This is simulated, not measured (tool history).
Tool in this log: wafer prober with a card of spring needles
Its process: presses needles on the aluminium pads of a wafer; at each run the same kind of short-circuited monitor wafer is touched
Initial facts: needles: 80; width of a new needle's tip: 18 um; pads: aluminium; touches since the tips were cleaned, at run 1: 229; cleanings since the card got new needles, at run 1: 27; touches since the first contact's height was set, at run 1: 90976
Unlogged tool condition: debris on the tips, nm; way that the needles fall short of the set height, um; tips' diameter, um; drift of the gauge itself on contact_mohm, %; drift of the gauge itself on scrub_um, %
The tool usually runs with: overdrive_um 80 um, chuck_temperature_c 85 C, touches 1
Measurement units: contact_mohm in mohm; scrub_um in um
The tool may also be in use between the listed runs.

| run | hour | overdrive_um | chuck_temperature_c | touches | touches since the tips were cleaned | cleanings since the card got new needles | touches since the first contact's height was set | contact_mohm | scrub_um |
|---|---|---|---|---|---|---|---|---|---|
| 1 | 0 | 80 | 85 | 1 | 229 | 27 | 90976 | 267 | 18.01 |
|  | 4.3 | tips cleaned on abrasive film |
|  | 9.6 | tips cleaned on abrasive film |
|  | 13.9 | tips cleaned on abrasive film |
|  | 19.3 | tips cleaned on abrasive film |
| 2 | 22.8 | 80 | 45 | 1 | 2357 | 31 | 106066 | 263 | 17.95 |
|  | 23.9 | tips cleaned on abrasive film |
|  | 28.2 | tips cleaned on abrasive film |
|  | 29.5 | height of the first contact set anew |
|  | 33.8 | tips cleaned on abrasive film |
|  | 39.2 | tips cleaned on abrasive film |
|  | 44.5 | tips cleaned on abrasive film |
|  | 49.9 | tips cleaned on abrasive film |
| 3 | 50.5 | 80 | 45 | 1 | 425 | 37 | 13865 | 258 | 18.28 |
|  | 54.8 | tips cleaned on abrasive film |
|  | 60.1 | tips cleaned on abrasive film |
|  | 65.5 | tips cleaned on abrasive film |
| 4 | 69.3 | 80 | 85 | 1 | 2605 | 40 | 26372 | 273 | 18.22 |
|  | 70.5 | tips cleaned on abrasive film |
|  | 74.8 | tips cleaned on abrasive film |
|  | 80.1 | tips cleaned on abrasive film |
| 5 | 81.4 | 80 | 85 | 1 | 879 | 43 | 34324 | 274 | 18.19 |
|  | 84.6 | tips cleaned on abrasive film |
|  | 88.9 | tips cleaned on abrasive film |
|  | 93.8 | tips cleaned on abrasive film |
| 6 | 93.8 | 80 | 85 | 1 | 0 | 46 | 42498 | 270 | 18.27 |
|  | 99.1 | tips cleaned on abrasive film |
|  | 103.4 | tips cleaned on abrasive film |
|  | 108.8 | tips cleaned on abrasive film |
|  | 113.1 | tips cleaned on abrasive film |
| 7 | 113.3 | 80 | 85 | 1 | 166 | 50 | 55396 | 268 | 18.07 |
|  | 117.6 | tips cleaned on abrasive film |
|  | 122.9 | tips cleaned on abrasive film |
|  | 127.2 | tips cleaned on abrasive film |
| 8 | 130.5 | 80 | 37 | 1 | 2191 | 53 | 66786 | 264 | 18.19 |
|  | 131.6 | tips cleaned on abrasive film |
|  | 135.9 | tips cleaned on abrasive film |
|  | 141.3 | tips cleaned on abrasive film |
|  | 145.6 | tips cleaned on abrasive film |
|  | 150.9 | tips cleaned on abrasive film |
|  | 155.2 | tips cleaned on abrasive film |
| 9 | 156.8 | 80 | 85 | 1 | 1126 | 59 | 84179 | 278 | 18.09 |
|  | 160.1 | tips cleaned on abrasive film |
|  | 165.4 | tips cleaned on abrasive film |
|  | 170.8 | tips cleaned on abrasive film |
|  | 176.1 | tips cleaned on abrasive film |
| 10 | 176.2 | 80 | 85 | 1 | 56 | 63 | 96967 | 272 | 17.86 |
|  | 180.5 | tips cleaned on abrasive film |
|  | 184.8 | tips cleaned on abrasive film |
| 11 | 188.3 | 64 | 85 | 1 | 2383 | 65 | 105012 | 284 | 14.3 |
|  | 189.5 | tips cleaned on abrasive film |
|  | 194.8 | tips cleaned on abrasive film |
|  | 196.1 | height of the first contact set anew |
|  | 200.4 | tips cleaned on abrasive film |
|  | 205.8 | tips cleaned on abrasive film |
| 12 | 208.1 | 64 | 85 | 1 | 1588 | 69 | 7955 | 287 | 14.69 |
|  | 210.3 | tips cleaned on abrasive film |
|  | 215.7 | tips cleaned on abrasive film |
|  | 220 | tips cleaned on abrasive film |
|  | 225.3 | tips cleaned on abrasive film |
|  | 230.6 | tips cleaned on abrasive film |
| 13 | 231.7 | 64 | 85 | 1 | 749 | 74 | 23557 | 278 | 14.6 |
|  | 235 | tips cleaned on abrasive film |
|  | 240.3 | tips cleaned on abrasive film |
|  | 245.7 | tips cleaned on abrasive film |
| 14 | 248.1 | 64 | 44 | 3 | 1668 | 77 | 34410 | 265 | 14.48 |
|  | 250.3 | tips cleaned on abrasive film |
|  | 255.7 | tips cleaned on abrasive film |
|  | 261 | tips cleaned on abrasive film |
|  | 265.3 | tips cleaned on abrasive film |
|  | 270.6 | tips cleaned on abrasive film |
| 15 | 274.7 | 67 | 38 | 3 | 2716 | 82 | 51981 | 261 | 15.22 |
|  | 275.8 | tips cleaned on abrasive film |
|  | 281.1 | tips cleaned on abrasive film |
|  | 286.5 | tips cleaned on abrasive film |
|  | 290.8 | tips cleaned on abrasive film |
|  | 296.1 | tips cleaned on abrasive film |
|  | 300.9 | tips cleaned on abrasive film |
| 16 | 300.9 | 67 | 32 | 1 | 0 | 88 | 69275 | 256 | 15.18 |
|  | 306.2 | tips cleaned on abrasive film |
|  | 311.6 | tips cleaned on abrasive film |
| 17 | 314 | 67 | 32 | 1 | 1673 | 90 | 78021 | 270 | 15.07 |
|  | 316.2 | tips cleaned on abrasive film |
|  | 321.6 | tips cleaned on abrasive film |
|  | 326.9 | tips cleaned on abrasive film |
|  | 331.6 | tips cleaned on abrasive film |
| 18 | 331.6 | 67 | 69 | 2 | 0 | 94 | 89601 | 267 | 15.1 |
|  | 336.9 | tips cleaned on abrasive film |
|  | 342.3 | tips cleaned on abrasive film |
|  | 346.6 | tips cleaned on abrasive film |
| 19 | 350.5 | 72 | 69 | 2 | 2683 | 97 | 102187 | 273 | 16.16 |
|  | 351.7 | tips cleaned on abrasive film |
|  | 356 | tips cleaned on abrasive film |
|  | 361.3 | tips cleaned on abrasive film |
|  | 362.7 | height of the first contact set anew |
|  | 367 | tips cleaned on abrasive film |
| 20 | 368.1 | 61 | 69 | 1 | 764 | 101 | 3593 | 277 | 14 |
|  | 371.3 | tips cleaned on abrasive film |
|  | 376.7 | tips cleaned on abrasive film |
|  | 381 | tips cleaned on abrasive film |
| 21 | 382.6 | 61 | 26 | 1 | 1142 | 104 | 13223 | 267 | 13.97 |
|  | 385.9 | tips cleaned on abrasive film |
|  | 391.2 | tips cleaned on abrasive film |
|  | 395.5 | tips cleaned on abrasive film |
|  | 400.9 | tips cleaned on abrasive film |
|  | 405.2 | tips cleaned on abrasive film |
| 22 | 405.9 | 68 | 94 | 2 | 508 | 109 | 28586 | 273 | 15.47 |
|  | 410.2 | tips cleaned on abrasive film |
|  | 414.5 | tips cleaned on abrasive film |
|  | 419.8 | tips cleaned on abrasive film |
| 23 | 420.1 | 68 | 94 | 2 | 203 | 112 | 37985 | 276 | 15.44 |
|  | 424.4 | tips cleaned on abrasive film |
|  | 429.8 | tips cleaned on abrasive film |
| 24 | 431.9 | 85 | 31 | 1 | 1462 | 114 | 45814 | 262 | 19.33 |
|  | 434.1 | tips cleaned on abrasive film |
|  | 438.4 | tips cleaned on abrasive film |
|  | 442.7 | tips cleaned on abrasive film |
|  | 447.9 | tips cleaned on abrasive film |
| 25 | 447.9 | 85 | 111 | 1 | 0 | 118 | 56344 | 275 | 19.22 |
|  | 453.3 | tips cleaned on abrasive film |
|  | 458.6 | tips cleaned on abrasive film |
|  | 463.9 | tips cleaned on abrasive film |
|  | 468.2 | tips cleaned on abrasive film |
| 26 | 468.3 | 79 | 81 | 1 | 39 | 122 | 69823 | 265 | 17.76 |

Measured less the same run without the tool's hidden state. The same run-to-run variation is in both; the gauge's scatter may not be:
| run | contact_mohm | scrub_um |
|---|---|---|
| 1 | +2 | -0.37 |
| 2 | +9 | -0.42 |
| 3 | +4 | -0.05 |
| 4 | +8 | -0.09 |
| 5 | +5 | -0.13 |
| 6 | +2 | -0.18 |
| 7 | +2 | -0.22 |
| 8 | +9 | -0.27 |
| 9 | +7 | -0.37 |
| 10 | +3 | -0.42 |
| 11 | +14 | -0.45 |
| 12 | +12 | -0.03 |
| 13 | +8 | -0.1 |
| 14 | +6 | -0.14 |
| 15 | +6 | -0.2 |
| 16 | +3 | -0.28 |
| 17 | +14 | -0.3 |
| 18 | +2 | -0.35 |
| 19 | +9 | -0.38 |
| 20 | +10 | -0.01 |
| 21 | +13 | -0.05 |
| 22 | +5 | -0.13 |
| 23 | +4 | -0.17 |
| 24 | +9 | -0.2 |
| 25 | +2 | -0.26 |
| 26 | +3 | -0.32 |
